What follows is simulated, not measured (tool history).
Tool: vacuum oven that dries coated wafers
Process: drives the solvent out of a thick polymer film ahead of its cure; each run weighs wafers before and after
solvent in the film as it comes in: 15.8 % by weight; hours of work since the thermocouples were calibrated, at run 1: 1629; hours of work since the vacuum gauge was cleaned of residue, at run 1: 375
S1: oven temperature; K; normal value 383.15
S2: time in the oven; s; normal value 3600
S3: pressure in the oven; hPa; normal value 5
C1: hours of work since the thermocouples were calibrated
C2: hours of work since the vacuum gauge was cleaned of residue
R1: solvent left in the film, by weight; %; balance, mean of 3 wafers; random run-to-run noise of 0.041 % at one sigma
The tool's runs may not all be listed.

run 1 hour=0 | S1=383.15 S2=3600 S3=5 | C1=1629 C2=375 | R1=1.3
run 2 hour=15.4 | S1=383.15 S2=3600 S3=5 | C1=1640 C2=386 | R1=1.3
run 3 hour=32.4 | S1=383.15 S2=3600 S3=5 | C1=1652 C2=398 | R1=1.32
run 4 hour=45.6 | S1=383.15 S2=3600 S3=5 | C1=1662 C2=407 | R1=1.32
run 5 hour=61.3 | S1=383.15 S2=3600 S3=5 | C1=1673 C2=418 | R1=1.37
run 6 hour=81.1 | S1=383.15 S2=3600 S3=5 | C1=1687 C2=432 | R1=1.35
run 7 hour=100.9 | S1=383.15 S2=3600 S3=5 | C1=1701 C2=446 | R1=1.28
run 8 hour=112.6 | S1=383.15 S2=3600 S3=5 | C1=1709 C2=455 | R1=1.27
run 9 hour=132.4 | S1=383.15 S2=3600 S3=5 | C1=1723 C2=469 | R1=1.27
run 10 hour=148 | S1=383.15 S2=3600 S3=5 | C1=1734 C2=480 | R1=1.27
run 11 hour=159.4 | S1=383.15 S2=3600 S3=5 | C1=1742 C2=488 | R1=1.26
run 12 hour=173 | S1=383.15 S2=3600 S3=5 | C1=1751 C2=497 | R1=1.26
run 13 hour=187.8 | S1=383.15 S2=2040 S3=5 | C1=1762 C2=508 | R1=3.27
run 14 hour=201.2 | S1=383.15 S2=3600 S3=5.75 | C1=1771 C2=517 | R1=1.35
run 15 hour=215.6 | S1=383.15 S2=3600 S3=5 | C1=1782 C2=527 | R1=1.31
-- hour=219.1 oven's thermocouples calibrated
run 16 hour=234.2 | S1=383.15 S2=3600 S3=5 | C1=11 C2=539 | R1=0.99
run 17 hour=246.3 | S1=383.15 S2=3600 S3=5 | C1=19 C2=547 | R1=1.06
run 18 hour=260.2 | S1=383.15 S2=3600 S3=5 | C1=29 C2=557 | R1=1.1
run 19 hour=270.3 | S1=383.15 S2=3600 S3=5 | C1=36 C2=564 | R1=1.08
run 20 hour=287.6 | S1=383.15 S2=3600 S3=5 | C1=48 C2=577 | R1=1.1
-- hour=296.8 oven's thermocouples calibrated, once more
run 21 hour=301.6 | S1=383.15 S2=3600 S3=5 | C1=3 C2=585 | R1=1.73
run 22 hour=315.9 | S1=383.15 S2=3600 S3=5 | C1=14 C2=595 | R1=1.7
run 23 hour=324.4 | S1=383.15 S2=3600 S3=5 | C1=19 C2=601 | R1=1.69
run 24 hour=343 | S1=385.15 S2=1860 S3=5 | C1=33 C2=614 | R1=3.93
run 25 hour=353.7 | S1=383.15 S2=3060 S3=5 | C1=40 C2=622 | R1=2.22
run 26 hour=373.1 | S1=383.15 S2=3060 S3=5 | C1=54 C2=636 | R1=2.24
run 27 hour=382 | S1=371.15 S2=2520 S3=14.65 | C1=60 C2=642 | R1=6.02
run 28 hour=391.7 | S1=371.15 S2=2520 S3=14.65 | C1=67 C2=649 | R1=6.04
run 29 hour=409.3 | S1=378.15 S2=2340 S3=3.54 | C1=79 C2=661 | R1=4.25
run 30 hour=419.3 | S1=378.15 S2=6060 S3=3.54 | C1=86 C2=668 | R1=0.93
run 31 hour=431 | S1=384.15 S2=4860 S3=4.75 | C1=95 C2=676 | R1=0.84
run 32 hour=447.8 | S1=388.15 S2=3000 S3=4.75 | C1=107 C2=688 | R1=1.5
run 33 hour=457.1 | S1=391.15 S2=3480 S3=5.4 | C1=113 C2=695 | R1=0.8
run 34 hour=476.3 | S1=391.15 S2=3480 S3=5.4 | C1=127 C2=708 | R1=0.79
run 35 hour=486.3 | S1=372.15 S2=4740 S3=15.55 | C1=134 C2=715 | R1=3.26
run 36 hour=506.1 | S1=370.15 S2=5940 S3=5.87 | C1=148 C2=729 | R1=2.19
run 37 hour=516.9 | S1=370.15 S2=5940 S3=5.87 | C1=155 C2=737 | R1=2.22
run 38 hour=528.1 | S1=377.15 S2=5760 S3=4.32 | C1=163 C2=745 | R1=1.19
run 39 hour=541.1 | S1=377.15 S2=5760 S3=4.32 | C1=172 C2=754 | R1=1.15
run 40 hour=555 | S1=377.15 S2=5760 S3=4.32 | C1=182 C2=764 | R1=1.2
run 41 hour=574.3 | S1=384.15 S2=4500 S3=16.49 | C1=196 C2=777 | R1=1.46
run 42 hour=584 | S1=394.15 S2=4020 S3=13.77 | C1=203 C2=784 | R1=0.74
run 43 hour=592.7 | S1=382.15 S2=5880 S3=13.77 | C1=209 C2=790 | R1=1.17
run 44 hour=612 | S1=373.15 S2=3600 S3=5 | C1=222 C2=804 | R1=3.52
run 45 hour=630.5 | S1=373.15 S2=3600 S3=5 | C1=235 C2=817 | R1=3.57
run 46 hour=644.5 | S1=387.15 S2=2760 S3=5 | C1=245 C2=827 | R1=1.87

Measured minus without-hidden-state, run by run (identical run-to-run variation in each term; gauge scatter may differ):
Hidden conditions of the tool in this case: true wafer temperature over the reading, C; true pressure over the reading, kPa; drift of the gauge itself on solvent_pct, %.
run=1 R1=-0.38
run=2 R1=-0.38
run=3 R1=-0.39
run=4 R1=-0.39
run=5 R1=-0.39
run=6 R1=-0.39
run=7 R1=-0.39
run=8 R1=-0.39
run=9 R1=-0.4
run=10 R1=-0.4
run=11 R1=-0.4
run=12 R1=-0.4
run=13 R1=-0.63
run=14 R1=-0.4
run=15 R1=-0.41
run=16 R1=-0.63
run=17 R1=-0.64
run=18 R1=-0.63
run=19 R1=-0.63
run=20 R1=-0.64
run=21 R1=+0.01
run=22 R1=+0.01
run=23 R1=+0.01
run=24 R1=-0.02
run=25 R1=-0.01
run=26 R1=-0.01
run=27 R1=-0.02
run=28 R1=-0.03
run=29 R1=-0.03
run=30 R1=+0.03
run=31 R1=+0.02
run=32 R1=-0.01
run=33 R1=+0.01
run=34 R1=+0
run=35 R1=-0.02
run=36 R1=-0.01
run=37 R1=-0.01
run=38 R1=+0.01
run=39 R1=+0
run=40 R1=+0.01
run=41 R1=-0.01
run=42 R1=+0.01
run=43 R1=+0.02
run=44 R1=-0.07
run=45 R1=-0.07
run=46 R1=-0.06

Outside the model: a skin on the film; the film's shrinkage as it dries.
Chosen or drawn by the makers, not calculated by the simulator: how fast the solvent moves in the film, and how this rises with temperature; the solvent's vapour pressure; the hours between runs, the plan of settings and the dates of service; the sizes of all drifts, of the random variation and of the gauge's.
